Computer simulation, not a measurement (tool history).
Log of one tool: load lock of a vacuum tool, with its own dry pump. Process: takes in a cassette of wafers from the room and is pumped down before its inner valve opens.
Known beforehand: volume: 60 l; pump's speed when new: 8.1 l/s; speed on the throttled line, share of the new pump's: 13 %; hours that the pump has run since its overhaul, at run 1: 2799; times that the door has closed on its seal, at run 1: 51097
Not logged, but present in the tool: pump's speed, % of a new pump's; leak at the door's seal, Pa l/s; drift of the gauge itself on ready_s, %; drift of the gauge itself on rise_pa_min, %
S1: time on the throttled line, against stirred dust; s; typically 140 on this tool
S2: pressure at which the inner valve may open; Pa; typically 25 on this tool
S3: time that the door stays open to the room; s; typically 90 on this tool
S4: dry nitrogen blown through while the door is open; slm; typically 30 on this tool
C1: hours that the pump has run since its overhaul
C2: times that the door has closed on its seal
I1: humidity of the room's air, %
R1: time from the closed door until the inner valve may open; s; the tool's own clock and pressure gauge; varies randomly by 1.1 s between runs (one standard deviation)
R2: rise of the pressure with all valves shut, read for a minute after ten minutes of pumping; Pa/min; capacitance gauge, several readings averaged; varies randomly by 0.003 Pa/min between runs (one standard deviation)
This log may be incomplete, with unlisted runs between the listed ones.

{"run": 1, "hour": 0.0, "S1": 140, "S2": 25, "S3": 90, "S4": 30, "C1": 2799, "C2": 51097, "I1": 45.2, "R1": 185.4, "R2": 0.425}
{"run": 2, "hour": 518.7, "S1": 140, "S2": 25, "S3": 90, "S4": 30, "C1": 3318, "C2": 53597, "I1": 44.6, "R1": 186.3, "R2": 0.448}
{"run": 3, "hour": 832.8, "S1": 140, "S2": 25, "S3": 90, "S4": 30, "C1": 3632, "C2": 55110, "I1": 41.0, "R1": 186.7, "R2": 0.461}
{"run": 4, "hour": 1378.1, "S1": 106, "S2": 25, "S3": 90, "S4": 30, "C1": 4178, "C2": 57739, "I1": 43.8, "R1": 156.8, "R2": 0.503}
{"run": 5, "hour": 1891.6, "S1": 106, "S2": 25, "S3": 90, "S4": 30, "C1": 4691, "C2": 60213, "I1": 43.8, "R1": 157.6, "R2": 0.533}
{"run": 6, "hour": 2364.5, "S1": 106, "S2": 25, "S3": 90, "S4": 30, "C1": 5164, "C2": 62492, "I1": 46.1, "R1": 156.9, "R2": 0.582}
{"run": 7, "hour": 3079.4, "S1": 140, "S2": 23, "S3": 90, "S4": 30, "C1": 5879, "C2": 65938, "I1": 43.8, "R1": 188.5, "R2": 0.612}
{"run": 8, "hour": 3601.0, "S1": 140, "S2": 23, "S3": 90, "S4": 30, "C1": 6400, "C2": 68452, "I1": 48.1, "R1": 187.6, "R2": 0.671}
{"run": 9, "hour": 4124.0, "S1": 140, "S2": 23, "S3": 90, "S4": 30, "C1": 6923, "C2": 70972, "I1": 44.6, "R1": 189.8, "R2": 0.692}
{"hour": 4504.2, "done": "door's seal changed, seat wiped"}
{"run": 10, "hour": 4533.6, "S1": 140, "S2": 25, "S3": 90, "S4": 30, "C1": 7332, "C2": 141, "I1": 45.4, "R1": 187.4, "R2": 0.027}
{"run": 11, "hour": 4825.0, "S1": 140, "S2": 25, "S3": 90, "S4": 30, "C1": 7623, "C2": 1546, "I1": 46.5, "R1": 187.4, "R2": 0.027}
{"run": 12, "hour": 5384.1, "S1": 140, "S2": 25, "S3": 90, "S4": 12, "C1": 8182, "C2": 4240, "I1": 43.3, "R1": 191.2, "R2": 0.046}
{"run": 13, "hour": 5701.8, "S1": 140, "S2": 25, "S3": 90, "S4": 12, "C1": 8500, "C2": 5771, "I1": 47.8, "R1": 189.9, "R2": 0.056}
{"run": 14, "hour": 6125.0, "S1": 140, "S2": 25, "S3": 90, "S4": 12, "C1": 8923, "C2": 7811, "I1": 45.0, "R1": 189.6, "R2": 0.064}
{"run": 15, "hour": 6616.6, "S1": 140, "S2": 25, "S3": 90, "S4": 12, "C1": 9415, "C2": 10180, "I1": 43.5, "R1": 190.3, "R2": 0.07}
{"run": 16, "hour": 7315.9, "S1": 140, "S2": 25, "S3": 90, "S4": 30, "C1": 10114, "C2": 13550, "I1": 47.3, "R1": 189.3, "R2": 0.079}
{"run": 17, "hour": 7604.7, "S1": 140, "S2": 25, "S3": 90, "S4": 5, "C1": 10403, "C2": 14942, "I1": 46.2, "R1": 192.2, "R2": 0.113}
{"run": 18, "hour": 7900.2, "S1": 140, "S2": 25, "S3": 90, "S4": 5, "C1": 10698, "C2": 16366, "I1": 47.3, "R1": 191.5, "R2": 0.111}
{"run": 19, "hour": 8196.5, "S1": 140, "S2": 40, "S3": 55, "S4": 5, "C1": 10994, "C2": 17794, "I1": 44.6, "R1": 187.5, "R2": 0.117}
{"run": 20, "hour": 8490.7, "S1": 140, "S2": 25, "S3": 27, "S4": 25, "C1": 11289, "C2": 19212, "I1": 45.3, "R1": 192.3, "R2": 0.103}
{"run": 21, "hour": 8902.8, "S1": 140, "S2": 25, "S3": 27, "S4": 25, "C1": 11701, "C2": 21198, "I1": 42.8, "R1": 189.5, "R2": 0.118}
{"run": 22, "hour": 9190.9, "S1": 235, "S2": 20, "S3": 197, "S4": 5, "C1": 11989, "C2": 22587, "I1": 45.0, "R1": 274.8, "R2": 0.176}
{"run": 23, "hour": 9548.6, "S1": 140, "S2": 19, "S3": 41, "S4": 31, "C1": 12347, "C2": 24311, "I1": 44.8, "R1": 194.6, "R2": 0.13}
{"run": 24, "hour": 9942.8, "S1": 140, "S2": 19, "S3": 41, "S4": 34, "C1": 12741, "C2": 26211, "I1": 48.3, "R1": 192.9, "R2": 0.145}
{"run": 25, "hour": 10468.8, "S1": 140, "S2": 25, "S3": 94, "S4": 29, "C1": 13267, "C2": 28746, "I1": 46.8, "R1": 192.6, "R2": 0.175}
{"run": 26, "hour": 11158.2, "S1": 140, "S2": 25, "S3": 94, "S4": 29, "C1": 13956, "C2": 32068, "I1": 43.9, "R1": 191.7, "R2": 0.195}
{"run": 27, "hour": 11684.4, "S1": 227, "S2": 25, "S3": 90, "S4": 30, "C1": 14482, "C2": 34604, "I1": 45.8, "R1": 265.5, "R2": 0.228}
{"hour": 12209.7, "done": "dry pump taken out, an overhauled one fitted"}
{"run": 28, "hour": 12244.1, "S1": 227, "S2": 25, "S3": 90, "S4": 30, "C1": 34, "C2": 37273, "I1": 40.4, "R1": 262.4, "R2": 0.25}
{"run": 29, "hour": 12935.6, "S1": 116, "S2": 30, "S3": 31, "S4": 30, "C1": 726, "C2": 40605, "I1": 45.9, "R1": 160.4, "R2": 0.266}

Predict the results of run 30:
{"run": 30, "hour": 13233.2, "S1": 140, "S2": 25, "S3": 35, "S4": 7, "C1": 1023, "C2": 42040, "I1": 44.6, "R1": "?", "R2": "?"}

R1: 182.7 s
R2: 0.293 Pa/min
Were there no unlogged condition in the tool, this run, its random variation unchanged, would have produced R1 182.7 s, R2 0.023 Pa/min.
